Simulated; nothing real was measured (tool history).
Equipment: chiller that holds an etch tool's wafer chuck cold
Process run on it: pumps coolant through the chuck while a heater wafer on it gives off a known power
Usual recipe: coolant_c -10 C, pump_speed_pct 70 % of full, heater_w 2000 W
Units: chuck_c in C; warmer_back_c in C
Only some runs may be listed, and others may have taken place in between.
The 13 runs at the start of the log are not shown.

run,hour,coolant_c,pump_speed_pct,heater_w,chuck_c,warmer_back_c
14,591.7,-10,86,2000,16.7,5.55
15,621.1,-10,96,2000,15.3,5.01
16,655.4,-10,96,2000,15.2,5.05
17,710.3,-14,96,1575,6,3.9
18,744.4,-14,64,2000,17.9,7.49
19,791.9,-1,63,1444,22.2,5.47
20,840.1,-1,63,1444,22.4,5.52
21,873.8,-13,77,2000,15.8,6.23
22,906.7,-13,77,2000,15.7,6.2
# hour 929.3: coolant pump overhauled
23,960.9,-13,77,2000,13.8,5.53
24,1008,-6,80,2000,20.3,5.34
25,1043.6,-6,80,2000,20.6,5.32
26,1083.6,-6,80,2000,20.5,5.37
27,1130.8,-6,80,2000,20.6,5.33
28,1181.3,-6,80,2000,20.6,5.38
29,1226.4,-10,81,2057,17.3,5.51
30,1270.6,-10,81,2057,17.3,5.48
# hour 1328.2: chiller's thermometer calibrated
31,1329.2,-10,81,1154,5.5,3.07

Predict each of these 5 candidate next runs independently; none follows another, all start after run 31:
A,1383.1,-10,70,1569,?,?
B,1383.1,-10,67,1154,?,?
C,1383.1,-3,97,1867,?,?
D,1383.1,-8,80,1474,?,?
E,1383.1,-4,96,2051,?,?

run,chuck_c,warmer_back_c
A,12.8,4.83
B,7.1,3.75
C,19.7,4.18
D,11.7,3.97
E,21,4.58
With the hidden condition removed and each run's random variation left untouched, the same runs would have given:
run,chuck_c,warmer_back_c
A,10.4,4.78
B,5.3,3.71
C,17.3,4.13
D,9.6,3.92
E,18.3,4.53

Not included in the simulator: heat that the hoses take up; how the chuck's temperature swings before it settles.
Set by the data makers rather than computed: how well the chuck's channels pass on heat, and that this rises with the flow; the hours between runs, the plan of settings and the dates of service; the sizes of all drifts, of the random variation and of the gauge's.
